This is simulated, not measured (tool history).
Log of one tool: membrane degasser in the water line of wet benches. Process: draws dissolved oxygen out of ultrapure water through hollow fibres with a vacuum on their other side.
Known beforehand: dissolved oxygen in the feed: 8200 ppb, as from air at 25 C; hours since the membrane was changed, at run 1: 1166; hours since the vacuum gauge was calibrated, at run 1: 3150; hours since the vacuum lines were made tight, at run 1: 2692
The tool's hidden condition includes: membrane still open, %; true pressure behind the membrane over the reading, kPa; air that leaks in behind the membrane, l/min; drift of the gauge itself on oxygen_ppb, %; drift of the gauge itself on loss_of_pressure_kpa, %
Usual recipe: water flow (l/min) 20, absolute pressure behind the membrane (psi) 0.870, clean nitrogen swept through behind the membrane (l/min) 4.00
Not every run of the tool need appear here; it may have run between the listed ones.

run,hour,water flow (l/min),absolute pressure behind the membrane (psi),clean nitrogen swept through behind the membrane (l/min),hours since the membrane was changed,hours since the vacuum gauge was calibrated,hours since the vacuum lines were made tight,dissolved oxygen in the water behind the degasser (ppb),pressure that the water loses in the fibres (psi)
1,0.0,20,0.870,4.00,1166,3150,2692,133.5,9.320
2,92.2,20,0.870,4.00,1258,3242,2784,130.8,9.293
3,191.3,20,0.870,4.00,1357,3341,2883,134.8,9.387
4,370.4,20,0.870,4.00,1536,3520,3062,135.3,9.332
5,523.7,20,0.972,4.00,1689,3673,3216,145.4,9.368
6,680.8,20,0.870,6.98,1847,3831,3373,120.6,9.458
7,809.9,20,0.870,6.98,1976,3960,3502,122.6,9.401
8,884.5,20,0.870,7.33,2050,4034,3576,123.2,9.371
9,980.9,21,0.870,4.00,2147,4131,3673,158.9,9.963
# hour 1051.8: seals of the vacuum lines changed
10,1133.6,20,0.870,4.00,2297,4281,82,139.2,9.461
11,1263.9,26,0.870,4.00,2428,4412,212,274.6,12.465
12,1348.9,26,0.870,4.00,2513,4497,297,281.0,12.418
13,1455.7,26,0.870,4.00,2620,4604,404,275.1,12.378
14,1615.6,20,0.870,4.00,2779,4763,564,144.2,9.557
15,1774.3,20,0.870,4.00,2938,4922,723,146.0,9.561
16,1953.7,20,0.870,4.00,3118,5102,902,146.2,9.636
17,2115.4,20,0.870,4.00,3279,5263,1064,146.6,9.648
18,2248.5,20,0.870,4.00,3412,5396,1197,147.8,9.713
19,2422.3,26,1.315,4.00,3586,5570,1371,337.4,12.569
20,2500.8,26,1.315,4.00,3665,5649,1449,337.4,12.586
21,2600.4,18,0.553,7.37,3764,5748,1549,86.6,8.717
22,2759.6,30,0.870,1.98,3923,5907,1708,458.4,14.552
23,2914.1,30,0.870,1.98,4078,6062,1862,464.3,14.643
24,3062.4,31,2.060,1.78,4226,6210,2011,778.3,15.232
25,3167.5,31,2.060,1.78,4331,6315,2116,770.7,15.274
26,3335.3,31,2.060,1.78,4499,6483,2284,795.8,15.238
27,3490.2,21,0.870,4.00,4654,6638,2438,183.1,10.363
28,3655.6,18,0.570,2.25,4819,6803,2604,105.9,8.872
29,3777.1,17,0.647,2.76,4941,6925,2725,96.6,8.460
30,3885.4,20,0.870,2.97,5049,7033,2834,175.8,9.922
# hour 4012.3: vacuum gauge calibrated
31,4016.5,26,1.185,2.28,5180,4,2964,387.7,12.830
32,4185.2,26,1.185,2.28,5349,173,3133,393.8,12.910
33,4272.7,26,1.185,2.28,5436,260,3220,392.7,12.924

Some steps in dissolved oxygen in the water behind the degasser (ppb) between neighbouring runs. How much of each would the tool show without its hidden state too (settings, what came in, random variation), and how much is left for the hidden state, with any gauge scatter that isn't in both results?
Run 20 -> 21: water flow (l/min) 26 -> 18, absolute pressure behind the membrane (psi) 1.315 -> 0.553, clean nitrogen swept through behind the membrane (l/min) 4.00 -> 7.37. dissolved oxygen in the water behind the degasser (ppb) -250.8: hidden state -27.4, all else -223.4.
Run 21 -> 22: water flow (l/min) 18 -> 30, absolute pressure behind the membrane (psi) 0.553 -> 0.870, clean nitrogen swept through behind the membrane (l/min) 7.37 -> 1.98. dissolved oxygen in the water behind the degasser (ppb) +371.8: hidden state +49.8, all else +322.0.
Run 23 -> 24: water flow (l/min) 30 -> 31, absolute pressure behind the membrane (psi) 0.870 -> 2.060, clean nitrogen swept through behind the membrane (l/min) 1.98 -> 1.78. dissolved oxygen in the water behind the degasser (ppb) +314.0: hidden state +2.1, all else +311.9.
Run 26 -> 27: water flow (l/min) 31 -> 21, absolute pressure behind the membrane (psi) 2.060 -> 0.870, clean nitrogen swept through behind the membrane (l/min) 1.78 -> 4.00. dissolved oxygen in the water behind the degasser (ppb) -612.7: hidden state -41.9, all else -570.8.
